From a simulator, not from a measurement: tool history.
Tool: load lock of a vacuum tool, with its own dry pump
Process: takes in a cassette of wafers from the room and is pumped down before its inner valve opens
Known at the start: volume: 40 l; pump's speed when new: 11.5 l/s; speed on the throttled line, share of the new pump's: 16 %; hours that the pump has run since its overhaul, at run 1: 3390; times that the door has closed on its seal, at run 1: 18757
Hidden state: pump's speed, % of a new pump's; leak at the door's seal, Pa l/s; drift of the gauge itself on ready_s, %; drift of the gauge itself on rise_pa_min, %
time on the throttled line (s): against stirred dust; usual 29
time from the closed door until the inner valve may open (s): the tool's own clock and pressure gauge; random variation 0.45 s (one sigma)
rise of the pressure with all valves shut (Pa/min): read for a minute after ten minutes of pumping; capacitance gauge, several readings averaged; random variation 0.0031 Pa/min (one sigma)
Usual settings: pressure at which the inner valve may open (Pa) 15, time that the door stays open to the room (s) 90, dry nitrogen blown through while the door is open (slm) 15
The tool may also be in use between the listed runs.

| run | hour | time on the throttled line (s) | pressure at which the inner valve may open (Pa) | time that the door stays open to the room (s) | dry nitrogen blown through while the door is open (slm) | hours that the pump has run since its overhaul | times that the door has closed on its seal | incoming humidity of the room's air, % | time from the closed door until the inner valve may open (s) | rise of the pressure with all valves shut (Pa/min) |
|---|---|---|---|---|---|---|---|---|---|---|
| 1 | 0.0 | 29 | 15 | 90 | 15 | 3390 | 18757 | 44.3 | 56.2 | 0.205 |
| 2 | 215.1 | 29 | 15 | 90 | 15 | 3605 | 19512 | 43.6 | 56.3 | 0.201 |
| 3 | 478.2 | 29 | 15 | 90 | 15 | 3868 | 20435 | 41.7 | 56.3 | 0.210 |
| 4 | 746.0 | 29 | 15 | 90 | 34 | 4136 | 21374 | 44.3 | 56.1 | 0.208 |
| 5 | 918.8 | 29 | 15 | 90 | 34 | 4309 | 21980 | 45.0 | 55.4 | 0.219 |
| 6 | 1168.4 | 29 | 15 | 90 | 5 | 4558 | 22856 | 38.8 | 56.6 | 0.258 |
| 7 | 1406.6 | 29 | 15 | 90 | 5 | 4796 | 23691 | 44.6 | 56.7 | 0.274 |
| 8 | 1679.1 | 29 | 15 | 90 | 5 | 5069 | 24647 | 42.6 | 56.0 | 0.287 |
| 9 | 1865.5 | 37 | 15 | 90 | 5 | 5255 | 25301 | 43.6 | 63.5 | 0.301 |
| 10 | 2076.2 | 37 | 15 | 90 | 5 | 5466 | 26040 | 44.1 | 63.0 | 0.302 |
| 11 | 2319.5 | 37 | 15 | 90 | 5 | 5709 | 26893 | 41.5 | 63.6 | 0.309 |
| 12 | 2458.2 | 37 | 15 | 90 | 5 | 5848 | 27380 | 48.0 | 63.5 | 0.333 |
|  | 2695.9 | door's seal changed, seat wiped |
| 13 | 2731.0 | 29 | 15 | 90 | 8 | 6119 | 123 | 43.5 | 56.7 | 0.068 |
| 14 | 2970.7 | 29 | 15 | 90 | 8 | 6359 | 964 | 43.0 | 56.1 | 0.065 |
| 15 | 3092.3 | 29 | 19 | 90 | 15 | 6481 | 1391 | 46.1 | 56.1 | 0.062 |
| 16 | 3220.3 | 29 | 19 | 90 | 15 | 6609 | 1840 | 46.9 | 55.8 | 0.062 |
| 17 | 3378.4 | 29 | 19 | 90 | 15 | 6767 | 2394 | 43.0 | 56.6 | 0.062 |
| 18 | 3506.4 | 29 | 15 | 90 | 15 | 6895 | 2843 | 41.6 | 57.6 | 0.063 |
| 19 | 3717.1 | 40 | 18 | 90 | 25 | 7105 | 3582 | 40.3 | 65.4 | 0.048 |
| 20 | 3839.6 | 40 | 12 | 61 | 4 | 7228 | 4012 | 40.0 | 67.2 | 0.070 |
| 21 | 4062.0 | 29 | 16 | 90 | 15 | 7450 | 4792 | 45.3 | 57.7 | 0.072 |
| 22 | 4237.6 | 18 | 14 | 29 | 10 | 7626 | 5408 | 44.2 | 48.9 | 0.053 |
| 23 | 4490.6 | 19 | 14 | 29 | 4 | 7879 | 6295 | 46.3 | 49.6 | 0.066 |
| 24 | 4677.0 | 32 | 13 | 68 | 5 | 8065 | 6949 | 44.1 | 60.2 | 0.093 |
| 25 | 4908.3 | 43 | 14 | 94 | 5 | 8297 | 7760 | 44.6 | 68.7 | 0.113 |
| 26 | 5042.5 | 29 | 15 | 137 | 15 | 8431 | 8231 | 45.5 | 57.6 | 0.108 |
| 27 | 5273.7 | 29 | 15 | 151 | 17 | 8662 | 9042 | 47.4 | 58.2 | 0.121 |
| 28 | 5547.1 | 29 | 15 | 103 | 18 | 8935 | 10001 | 45.4 | 58.0 | 0.106 |
| 29 | 5797.2 | 47 | 15 | 56 | 11 | 9186 | 10878 | 47.6 | 72.1 | 0.105 |
| 30 | 6064.1 | 47 | 15 | 56 | 22 | 9452 | 11815 | 48.8 | 72.9 | 0.098 |
| 31 | 6236.2 | 34 | 16 | 106 | 7 | 9625 | 12418 | 42.6 | 62.0 | 0.139 |
| 32 | 6513.0 | 53 | 19 | 93 | 7 | 9901 | 13389 | 42.7 | 76.4 | 0.149 |
| 33 | 6631.9 | 53 | 19 | 93 | 7 | 10020 | 13806 | 43.9 | 76.6 | 0.150 |
| 34 | 6874.6 | 44 | 12 | 52 | 5 | 10263 | 14658 | 44.2 | 71.8 | 0.143 |
| 35 | 7027.7 | 29 | 21 | 90 | 4 | 10416 | 15194 | 47.7 | 56.6 | 0.170 |
| 36 | 7169.9 | 58 | 21 | 90 | 36 | 10558 | 15693 | 50.2 | 80.8 | 0.140 |

4 ways to go on from here, each from the tool as it stands after run 36. What would each give?
| A | 7421.5 | 53 | 11 | 90 | 36 | 10810 | 16576 | 43.1 | ? | ? |
| B | 7421.5 | 58 | 25 | 86 | 6 | 10810 | 16576 | 46.9 | ? | ? |
| C | 7421.5 | 29 | 18 | 90 | 15 | 10810 | 16576 | 47.3 | ? | ? |
| D | 7421.5 | 29 | 15 | 90 | 11 | 10810 | 16576 | 46.0 | ? | ? |

| run | time from the closed door until the inner valve may open (s) | rise of the pressure with all valves shut (Pa/min) |
|---|---|---|
| A | 79.2 | 0.139 |
| B | 80.0 | 0.184 |
| C | 58.1 | 0.163 |
| D | 59.2 | 0.162 |
Without the tool's hidden state the same runs would have given:
| run | time from the closed door until the inner valve may open (s) | rise of the pressure with all valves shut (Pa/min) |
|---|---|---|
| A | 76.2 | 0.035 |
| B | 77.6 | 0.080 |
| C | 55.0 | 0.058 |
| D | 56.0 | 0.059 |

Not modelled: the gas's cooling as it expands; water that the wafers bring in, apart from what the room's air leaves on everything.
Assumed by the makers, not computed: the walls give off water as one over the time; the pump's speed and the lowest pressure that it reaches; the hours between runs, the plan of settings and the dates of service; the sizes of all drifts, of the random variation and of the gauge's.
